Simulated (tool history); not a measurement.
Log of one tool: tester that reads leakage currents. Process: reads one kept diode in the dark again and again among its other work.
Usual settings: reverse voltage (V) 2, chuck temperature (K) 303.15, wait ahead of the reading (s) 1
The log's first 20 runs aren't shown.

| run | day | reverse voltage (V) | chuck temperature (K) | wait ahead of the reading (s) | hours of work since the probe card was cleaned | hours of work since the tester was calibrated | hours of work since the chuck was calibrated | current that the tester gives (pA) |
|---|---|---|---|---|---|---|---|---|
| 21 | 111.358 | 5.22 | 307.15 | 2.85 | 1813 | 1542 | 1287 | 341.49 |
| 22 | 114.7 | 5.22 | 307.15 | 2.85 | 1852 | 1581 | 1326 | 342.65 |
| 23 | 119.362 | 6.13 | 323.15 | 2.59 | 1906 | 1635 | 1380 | 1292.97 |
| 24 | 123.071 | 1.04 | 301.15 | 3.26 | 1950 | 1679 | 1424 | 93.24 |
| 25 | 129.85 | 1.04 | 301.15 | 3.26 | 2029 | 1758 | 1503 | 92.55 |
| 26 | 133.779 | 1.04 | 301.15 | 3.26 | 2075 | 1804 | 1549 | 92.06 |
| 27 | 140.508 | 1.04 | 301.15 | 3.26 | 2153 | 1883 | 1628 | 92.07 |
| 28 | 147.662 | 2 | 320.15 | 3.58 | 2237 | 1966 | 1711 | 589.47 |
| 29 | 151.971 | 2 | 303.15 | 0.46 | 2288 | 2017 | 1762 | 150.12 |
| 30 | 157.717 | 2 | 310.15 | 2.91 | 2355 | 2084 | 1829 | 265.47 |
|  | 158.825 | chuck's temperature calibrated |
| 31 | 162.379 | 3.04 | 310.15 | 1.48 | 2408 | 2137 | 42 | 352.73 |
| 32 | 165.875 | 3.04 | 310.15 | 0.52 | 2449 | 2178 | 82 | 355.06 |
| 33 | 169.75 | 3.04 | 310.15 | 0.52 | 2494 | 2224 | 128 | 352.1 |
| 34 | 175.942 | 3.04 | 311.15 | 1.88 | 2567 | 2296 | 200 | 379.77 |
| 35 | 182.608 | 3.04 | 311.15 | 1.88 | 2645 | 2374 | 278 | 377.19 |
| 36 | 186.279 | 2 | 303.15 | 5.78 | 2688 | 2417 | 321 | 158.96 |

3 ways to go on from here, each from the tool as it stands after run 36. What would each give?
| A | 193.029 | 2 | 303.15 | 1 | 2767 | 2496 | 400 | ? |
| B | 193.029 | 2 | 317.15 | 0.37 | 2767 | 2496 | 400 | ? |
| C | 193.029 | 17.07 | 303.15 | 5.78 | 2767 | 2496 | 400 | ? |

| run | current that the tester gives (pA) |
|---|---|
| A | 159.69 |
| B | 490.93 |
| C | 457.12 |
Without the tool's hidden state the same runs would have given:
| run | current that the tester gives (pA) |
|---|---|
| A | 163.29 |
| B | 502.73 |
| C | 464.32 |
